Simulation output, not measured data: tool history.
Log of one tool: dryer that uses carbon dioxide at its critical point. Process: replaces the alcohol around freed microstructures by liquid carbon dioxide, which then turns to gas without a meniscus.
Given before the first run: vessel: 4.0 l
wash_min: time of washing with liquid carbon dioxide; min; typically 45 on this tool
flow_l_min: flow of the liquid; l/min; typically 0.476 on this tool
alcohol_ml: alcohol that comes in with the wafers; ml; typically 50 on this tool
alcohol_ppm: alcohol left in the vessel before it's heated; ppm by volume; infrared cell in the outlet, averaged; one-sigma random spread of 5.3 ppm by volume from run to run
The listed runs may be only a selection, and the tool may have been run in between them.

run   hour  wash_min  flow_l_min  alcohol_ml  alcohol_ppm
  1    0.0        45       0.476          50          175
  2   34.4        45       0.476          50          189
  3   69.0        45       0.476          50          187
  4   96.1        36       0.476          50          399
  5  118.0        49       0.476          50          160
  6  143.6        49       0.476          50          160
  7  178.8        49       0.476          50          177
  8  204.7        41       0.476          50          321
  9  224.1        45       0.476          50          253
     246.3  -- purifier's bed changed
 10  256.7        45       0.476          50          196
 11  279.3        45       0.476          50          207
 12  298.4        37       0.476          50          450
 13  338.1        45       0.476          34          156
 14  367.4        45       0.476          34          171
 15  405.5        45       0.476          28          151
     421.0  -- inlet filter changed
 16  435.2        45       0.476          28           87
 17  474.6        51       0.311          36          372
 18  505.2        45       0.384          59          425
 19  536.7        63       0.466          33           31
 20  560.2        45       0.693          34           24
 21  578.4        45       0.693          34           23
 22  598.4        38       0.476          50          346
 23  633.0        57       0.580          53           43
 24  652.1        57       0.313          23          211
 25  670.9        33       0.557          72          492
 26  702.7        33       0.557          72          547
 27  723.2        33       0.557          72          540
 28  749.1        69       0.540          27           31
 29  784.8        69       0.540          27           32
 30  816.8        69       0.540          27           40

Difference, measured minus no-hidden-state, one row per run. Run-to-run variation is common to both terms; the gauge's own scatter need not be:
The hidden state here: flow that reaches the vessel past the clogged filter, %; alcohol in the recycled carbon dioxide, ppm; drift of the gauge itself on alcohol_ppm, %.
run  alcohol_ppm
  1          +53
  2          +62
  3          +70
  4         +107
  5          +77
  6          +84
  7          +96
  8         +139
  9         +130
 10          +80
 11          +86
 12         +175
 13          +79
 14          +89
 15          +85
 16          +13
 17          +44
 18          +75
 19          +19
 20          +18
 21          +20
 22         +109
 23          +25
 24          +84
 25         +197
 26         +235
 27         +245
 28          +25
 29          +28
 30          +30
